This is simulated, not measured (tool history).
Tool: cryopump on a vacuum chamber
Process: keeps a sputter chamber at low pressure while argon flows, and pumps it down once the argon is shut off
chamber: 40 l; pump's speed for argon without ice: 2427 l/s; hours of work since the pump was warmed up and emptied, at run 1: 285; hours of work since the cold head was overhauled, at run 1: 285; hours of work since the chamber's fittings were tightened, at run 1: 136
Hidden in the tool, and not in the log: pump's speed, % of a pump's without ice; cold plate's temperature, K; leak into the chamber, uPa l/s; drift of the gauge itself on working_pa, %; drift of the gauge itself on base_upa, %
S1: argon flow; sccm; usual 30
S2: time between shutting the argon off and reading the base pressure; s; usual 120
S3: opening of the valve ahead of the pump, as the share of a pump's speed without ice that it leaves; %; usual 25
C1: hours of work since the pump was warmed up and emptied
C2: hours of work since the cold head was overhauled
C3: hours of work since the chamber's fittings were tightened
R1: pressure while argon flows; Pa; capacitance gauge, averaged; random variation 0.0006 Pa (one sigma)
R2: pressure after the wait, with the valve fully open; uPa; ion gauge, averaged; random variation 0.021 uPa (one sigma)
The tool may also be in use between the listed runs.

Run 1, hour 0: usual settings; C1 285; C2 285; C3 136. Result: R1 0.0861 Pa, R2 0.59 uPa.
Run 2, hour 22.2: usual settings but S2 28 s; C1 300; C2 300; C3 152. Result: R1 0.0862 Pa, R2 1.87 uPa.
Run 3, hour 34.4: usual settings; C1 308; C2 308; C3 160. Result: R1 0.0868 Pa, R2 0.58 uPa.
Run 4, hour 44.8: usual settings; C1 315; C2 315; C3 167. Result: R1 0.0868 Pa, R2 0.57 uPa.
Run 5, hour 59.2: usual settings; C1 325; C2 325; C3 177. Result: R1 0.087 Pa, R2 0.59 uPa.
Run 6, hour 82.7: usual settings but S1 14 sccm; C1 341; C2 341; C3 193. Result: R1 0.0395 Pa, R2 0.59 uPa.
At hour 92: pump warmed up, emptied and cooled again.
Run 7, hour 99.7: usual settings but S2 93 s; C1 5; C2 350; C3 201. Result: R1 0.0834 Pa, R2 0.66 uPa.
Run 8, hour 123.6: usual settings but S2 93 s; C1 22; C2 366; C3 218. Result: R1 0.0836 Pa, R2 0.66 uPa.
Run 9, hour 136.3: usual settings but S2 93 s; C1 30; C2 375; C3 226. Result: R1 0.0835 Pa, R2 0.71 uPa.
Run 10, hour 147.8: usual settings but S2 93 s; C1 38; C2 383; C3 234. Result: R1 0.0846 Pa, R2 0.69 uPa.
Run 11, hour 165.6: usual settings but S2 93 s; C1 50; C2 395; C3 246. Result: R1 0.0844 Pa, R2 0.68 uPa.
Run 12, hour 188: usual settings but S1 27 sccm; C1 66; C2 410; C3 262. Result: R1 0.0761 Pa, R2 0.56 uPa.
Run 13, hour 209.7: usual settings but S3 30 %; C1 81; C2 425; C3 277. Result: R1 0.0704 Pa, R2 0.57 uPa.
Run 14, hour 230: usual settings; C1 95; C2 439; C3 291. Result: R1 0.0834 Pa, R2 0.6 uPa.
Run 15, hour 253.6: usual settings but S3 19 %; C1 111; C2 455; C3 307. Result: R1 0.1109 Pa, R2 0.56 uPa.
Run 16, hour 268.5: usual settings but S3 19 %; C1 121; C2 465; C3 317. Result: R1 0.1116 Pa, R2 0.59 uPa.
Run 17, hour 278.5: usual settings; C1 128; C2 472; C3 324. Result: R1 0.084 Pa, R2 0.65 uPa.
Run 18, hour 297.2: usual settings but S1 12 sccm, S2 141 s; C1 141; C2 485; C3 337. Result: R1 0.0338 Pa, R2 0.52 uPa.
Run 19, hour 313.4: usual settings but S2 47 s, S3 47 %; C1 152; C2 496; C3 348. Result: R1 0.0461 Pa, R2 1.18 uPa.
Run 20, hour 336.6: usual settings but S1 15 sccm, S2 176 s, S3 18 %; C1 168; C2 512; C3 364. Result: R1 0.0586 Pa, R2 0.47 uPa.
Run 21, hour 351.4: usual settings but S1 60 sccm; C1 178; C2 522; C3 374. Result: R1 0.1707 Pa, R2 0.57 uPa.
Run 22, hour 372.5: usual settings but S1 60 sccm; C1 192; C2 537; C3 388. Result: R1 0.1702 Pa, R2 0.63 uPa.
Run 23, hour 392.6: usual settings but S1 12 sccm; C1 206; C2 550; C3 402. Result: R1 0.0343 Pa, R2 0.63 uPa.
Run 24, hour 411.9: usual settings but S2 86 s; C1 219; C2 564; C3 415. Result: R1 0.0867 Pa, R2 0.76 uPa.
Run 25, hour 424.7: usual settings but S2 139 s, S3 57 %; C1 228; C2 572; C3 424. Result: R1 0.0389 Pa, R2 0.55 uPa.
Run 26, hour 443.1: usual settings but S1 51 sccm, S2 25 s, S3 57 %; C1 241; C2 585; C3 437. Result: R1 0.0665 Pa, R2 2.12 uPa.
Run 27, hour 458.2: usual settings but S1 48 sccm, S2 22 s, S3 19 %; C1 251; C2 595; C3 447. Result: R1 0.1808 Pa, R2 2.39 uPa.
Run 28, hour 476.5: usual settings but S1 25 sccm; C1 264; C2 608; C3 459. Result: R1 0.0726 Pa, R2 0.6 uPa.

Forecast run 29:
Run 29, hour 500.9: usual settings but S1 25 sccm; C1 280; C2 625; C3 476. Result: R1 ?, R2 ?.

R1: 0.0727 Pa
R2: 0.65 uPa
Without the tool's hidden state the same run would have given R1 0.0704 Pa, R2 0.52 uPa.
